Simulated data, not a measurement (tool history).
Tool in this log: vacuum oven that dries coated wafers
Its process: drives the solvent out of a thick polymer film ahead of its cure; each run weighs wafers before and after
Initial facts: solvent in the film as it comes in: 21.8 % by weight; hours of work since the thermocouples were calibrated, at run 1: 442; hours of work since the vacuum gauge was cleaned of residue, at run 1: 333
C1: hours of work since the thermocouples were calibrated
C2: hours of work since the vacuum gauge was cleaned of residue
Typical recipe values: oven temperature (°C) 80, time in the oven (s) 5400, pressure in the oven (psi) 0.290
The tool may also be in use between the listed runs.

{"run": 1, "hour": 0.0, "oven temperature (°C)": 80, "time in the oven (s)": 5400, "pressure in the oven (psi)": 0.29, "C1": 442, "C2": 333, "solvent left in the film (%)": 4.88}
{"run": 2, "hour": 28.5, "oven temperature (°C)": 80, "time in the oven (s)": 5040, "pressure in the oven (psi)": 0.29, "C1": 459, "C2": 350, "solvent left in the film (%)": 5.32}
{"run": 3, "hour": 44.2, "oven temperature (°C)": 80, "time in the oven (s)": 5040, "pressure in the oven (psi)": 0.29, "C1": 469, "C2": 359, "solvent left in the film (%)": 5.28}
{"run": 4, "hour": 74.4, "oven temperature (°C)": 80, "time in the oven (s)": 5400, "pressure in the oven (psi)": 0.454, "C1": 487, "C2": 377, "solvent left in the film (%)": 5.19}
{"run": 5, "hour": 105.7, "oven temperature (°C)": 80, "time in the oven (s)": 5400, "pressure in the oven (psi)": 0.29, "C1": 506, "C2": 396, "solvent left in the film (%)": 4.88}
{"run": 6, "hour": 120.2, "oven temperature (°C)": 80, "time in the oven (s)": 5400, "pressure in the oven (psi)": 0.29, "C1": 514, "C2": 405, "solvent left in the film (%)": 4.91}
{"run": 7, "hour": 134.1, "oven temperature (°C)": 80, "time in the oven (s)": 5400, "pressure in the oven (psi)": 0.29, "C1": 522, "C2": 413, "solvent left in the film (%)": 4.91}
{"run": 8, "hour": 158.5, "oven temperature (°C)": 80, "time in the oven (s)": 5400, "pressure in the oven (psi)": 0.29, "C1": 537, "C2": 428, "solvent left in the film (%)": 4.88}
{"run": 9, "hour": 174.4, "oven temperature (°C)": 80, "time in the oven (s)": 5400, "pressure in the oven (psi)": 0.29, "C1": 547, "C2": 437, "solvent left in the film (%)": 4.92}
{"run": 10, "hour": 204.0, "oven temperature (°C)": 80, "time in the oven (s)": 5400, "pressure in the oven (psi)": 0.29, "C1": 564, "C2": 455, "solvent left in the film (%)": 4.9}
{"run": 11, "hour": 223.5, "oven temperature (°C)": 80, "time in the oven (s)": 5400, "pressure in the oven (psi)": 0.29, "C1": 576, "C2": 467, "solvent left in the film (%)": 4.89}
{"run": 12, "hour": 255.5, "oven temperature (°C)": 80, "time in the oven (s)": 5400, "pressure in the oven (psi)": 0.29, "C1": 595, "C2": 486, "solvent left in the film (%)": 4.9}
{"run": 13, "hour": 288.2, "oven temperature (°C)": 80, "time in the oven (s)": 5400, "pressure in the oven (psi)": 0.905, "C1": 615, "C2": 505, "solvent left in the film (%)": 6.09}
{"run": 14, "hour": 313.3, "oven temperature (°C)": 80, "time in the oven (s)": 5400, "pressure in the oven (psi)": 0.29, "C1": 630, "C2": 520, "solvent left in the film (%)": 4.87}
{"run": 15, "hour": 330.6, "oven temperature (°C)": 80, "time in the oven (s)": 5400, "pressure in the oven (psi)": 0.29, "C1": 640, "C2": 531, "solvent left in the film (%)": 4.89}
{"run": 16, "hour": 364.8, "oven temperature (°C)": 80, "time in the oven (s)": 5400, "pressure in the oven (psi)": 0.29, "C1": 660, "C2": 551, "solvent left in the film (%)": 4.89}
{"hour": 392.5, "done": "oven's thermocouples calibrated"}
{"run": 17, "hour": 396.3, "oven temperature (°C)": 80, "time in the oven (s)": 5400, "pressure in the oven (psi)": 0.29, "C1": 2, "C2": 569, "solvent left in the film (%)": 4.9}
{"run": 18, "hour": 425.1, "oven temperature (°C)": 80, "time in the oven (s)": 5400, "pressure in the oven (psi)": 0.29, "C1": 19, "C2": 586, "solvent left in the film (%)": 4.91}
{"run": 19, "hour": 449.1, "oven temperature (°C)": 80, "time in the oven (s)": 5400, "pressure in the oven (psi)": 0.29, "C1": 34, "C2": 600, "solvent left in the film (%)": 4.88}
{"run": 20, "hour": 476.8, "oven temperature (°C)": 76, "time in the oven (s)": 5400, "pressure in the oven (psi)": 0.29, "C1": 50, "C2": 617, "solvent left in the film (%)": 6.17}
{"run": 21, "hour": 498.4, "oven temperature (°C)": 76, "time in the oven (s)": 5400, "pressure in the oven (psi)": 0.29, "C1": 63, "C2": 630, "solvent left in the film (%)": 6.17}
{"run": 22, "hour": 528.7, "oven temperature (°C)": 80, "time in the oven (s)": 5400, "pressure in the oven (psi)": 0.602, "C1": 81, "C2": 648, "solvent left in the film (%)": 5.51}
{"run": 23, "hour": 550.9, "oven temperature (°C)": 80, "time in the oven (s)": 5400, "pressure in the oven (psi)": 0.261, "C1": 95, "C2": 661, "solvent left in the film (%)": 4.85}
{"run": 24, "hour": 564.7, "oven temperature (°C)": 80, "time in the oven (s)": 5400, "pressure in the oven (psi)": 0.261, "C1": 103, "C2": 669, "solvent left in the film (%)": 4.85}
{"run": 25, "hour": 589.6, "oven temperature (°C)": 80, "time in the oven (s)": 5400, "pressure in the oven (psi)": 0.261, "C1": 118, "C2": 684, "solvent left in the film (%)": 4.83}
{"run": 26, "hour": 612.0, "oven temperature (°C)": 95, "time in the oven (s)": 4980, "pressure in the oven (psi)": 0.934, "C1": 131, "C2": 697, "solvent left in the film (%)": 2.53}
{"run": 27, "hour": 631.1, "oven temperature (°C)": 68, "time in the oven (s)": 9060, "pressure in the oven (psi)": 0.29, "C1": 143, "C2": 709, "solvent left in the film (%)": 5.76}
{"run": 28, "hour": 656.5, "oven temperature (°C)": 68, "time in the oven (s)": 9060, "pressure in the oven (psi)": 0.202, "C1": 158, "C2": 724, "solvent left in the film (%)": 5.47}
{"run": 29, "hour": 673.3, "oven temperature (°C)": 68, "time in the oven (s)": 9060, "pressure in the oven (psi)": 0.202, "C1": 168, "C2": 734, "solvent left in the film (%)": 5.47}
{"run": 30, "hour": 704.6, "oven temperature (°C)": 68, "time in the oven (s)": 9060, "pressure in the oven (psi)": 0.202, "C1": 186, "C2": 753, "solvent left in the film (%)": 5.48}
{"run": 31, "hour": 726.8, "oven temperature (°C)": 68, "time in the oven (s)": 9060, "pressure in the oven (psi)": 0.202, "C1": 200, "C2": 766, "solvent left in the film (%)": 5.49}
{"run": 32, "hour": 757.5, "oven temperature (°C)": 68, "time in the oven (s)": 9060, "pressure in the oven (psi)": 0.202, "C1": 218, "C2": 784, "solvent left in the film (%)": 5.47}
{"run": 33, "hour": 789.6, "oven temperature (°C)": 68, "time in the oven (s)": 9060, "pressure in the oven (psi)": 0.202, "C1": 237, "C2": 804, "solvent left in the film (%)": 5.46}
{"run": 34, "hour": 822.4, "oven temperature (°C)": 69, "time in the oven (s)": 9060, "pressure in the oven (psi)": 0.271, "C1": 257, "C2": 823, "solvent left in the film (%)": 5.32}
{"run": 35, "hour": 852.1, "oven temperature (°C)": 69, "time in the oven (s)": 2760, "pressure in the oven (psi)": 0.468, "C1": 275, "C2": 841, "solvent left in the film (%)": 12.54}
{"run": 36, "hour": 882.3, "oven temperature (°C)": 74, "time in the oven (s)": 6480, "pressure in the oven (psi)": 1.139, "C1": 293, "C2": 859, "solvent left in the film (%)": 7.77}
{"run": 37, "hour": 898.7, "oven temperature (°C)": 74, "time in the oven (s)": 6480, "pressure in the oven (psi)": 1.139, "C1": 302, "C2": 869, "solvent left in the film (%)": 7.74}
{"run": 38, "hour": 928.1, "oven temperature (°C)": 74, "time in the oven (s)": 6480, "pressure in the oven (psi)": 1.139, "C1": 320, "C2": 886, "solvent left in the film (%)": 7.75}
{"run": 39, "hour": 944.2, "oven temperature (°C)": 69, "time in the oven (s)": 3060, "pressure in the oven (psi)": 0.183, "C1": 330, "C2": 896, "solvent left in the film (%)": 11.47}
{"run": 40, "hour": 959.5, "oven temperature (°C)": 68, "time in the oven (s)": 4560, "pressure in the oven (psi)": 0.219, "C1": 339, "C2": 905, "solvent left in the film (%)": 9.71}
{"run": 41, "hour": 990.0, "oven temperature (°C)": 69, "time in the oven (s)": 3180, "pressure in the oven (psi)": 0.505, "C1": 357, "C2": 923, "solvent left in the film (%)": 11.94}
{"run": 42, "hour": 1015.8, "oven temperature (°C)": 69, "time in the oven (s)": 3180, "pressure in the oven (psi)": 0.505, "C1": 372, "C2": 939, "solvent left in the film (%)": 11.93}
{"run": 43, "hour": 1045.3, "oven temperature (°C)": 94, "time in the oven (s)": 4740, "pressure in the oven (psi)": 0.29, "C1": 390, "C2": 956, "solvent left in the film (%)": 2.06}
{"run": 44, "hour": 1059.4, "oven temperature (°C)": 80, "time in the oven (s)": 5400, "pressure in the oven (psi)": 0.251, "C1": 398, "C2": 965, "solvent left in the film (%)": 4.84}
{"run": 45, "hour": 1084.1, "oven temperature (°C)": 80, "time in the oven (s)": 5400, "pressure in the oven (psi)": 0.251, "C1": 413, "C2": 980, "solvent left in the film (%)": 4.85}
{"run": 46, "hour": 1100.1, "oven temperature (°C)": 80, "time in the oven (s)": 5400, "pressure in the oven (psi)": 0.251, "C1": 423, "C2": 989, "solvent left in the film (%)": 4.83}
{"run": 47, "hour": 1134.0, "oven temperature (°C)": 80, "time in the oven (s)": 5400, "pressure in the oven (psi)": 0.251, "C1": 443, "C2": 1009, "solvent left in the film (%)": 4.82}
{"run": 48, "hour": 1148.8, "oven temperature (°C)": 80, "time in the oven (s)": 5400, "pressure in the oven (psi)": 0.251, "C1": 452, "C2": 1018, "solvent left in the film (%)": 4.81}

3 ways to go on from here, each from the tool as it stands after run 48. What would each give?
{"run": "A", "hour": 1164.6, "oven temperature (°C)": 80, "time in the oven (s)": 5400, "pressure in the oven (psi)": 0.338, "C1": 461, "C2": 1028, "solvent left in the film (%)": "?"}
{"run": "B", "hour": 1164.6, "oven temperature (°C)": 69, "time in the oven (s)": 4140, "pressure in the oven (psi)": 0.29, "C1": 461, "C2": 1028, "solvent left in the film (%)": "?"}
{"run": "C", "hour": 1164.6, "oven temperature (°C)": 75, "time in the oven (s)": 4260, "pressure in the oven (psi)": 0.996, "C1": 461, "C2": 1028, "solvent left in the film (%)": "?"}

run=A solvent_left_in_the_film_(%)=5.00
run=B solvent_left_in_the_film_(%)=10.09
run=C solvent_left_in_the_film_(%)=9.34
Without the tool's hidden state the same runs would have given:
run=A solvent_left_in_the_film_(%)=5.00
run=B solvent_left_in_the_film_(%)=10.09
run=C solvent_left_in_the_film_(%)=9.34
